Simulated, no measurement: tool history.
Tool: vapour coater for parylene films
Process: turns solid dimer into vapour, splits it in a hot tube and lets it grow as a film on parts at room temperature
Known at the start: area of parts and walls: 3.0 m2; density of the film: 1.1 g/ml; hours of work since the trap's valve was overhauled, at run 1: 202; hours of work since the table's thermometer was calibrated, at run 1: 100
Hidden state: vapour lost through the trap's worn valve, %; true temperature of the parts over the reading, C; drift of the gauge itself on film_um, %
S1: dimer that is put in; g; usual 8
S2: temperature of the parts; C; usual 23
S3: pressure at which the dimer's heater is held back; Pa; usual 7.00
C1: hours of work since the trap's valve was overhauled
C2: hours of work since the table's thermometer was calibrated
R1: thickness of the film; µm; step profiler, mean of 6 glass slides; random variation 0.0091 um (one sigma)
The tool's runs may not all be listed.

run   hour  S1  S2     S3   C1   C2     R1
  1    0.0   8  23   7.00  202  100  1.382
  2   14.1   8  18   7.00  211  108  1.654
  3   26.6   8  23   7.00  218  116  1.389
  4   45.3   8  23   7.00  230  128  1.385
  5   60.4   8  23   7.00  240  137  1.372
  6   70.7   8  23   7.00  246  144  1.361
  7   92.8   6  17   5.31  260  158  1.359
  8  105.7   6  34   5.31  268  166  0.723
     111.3  -- trap's valve overhauled
  9  129.3   5  34  11.17   11  178  0.498

The next listed run, before its measurement:
 10  151.4   8  26  7.00  25  192   ?

R1: 1.167 µm
Without the tool's hidden state the same run would have given R1 1.337 µm.
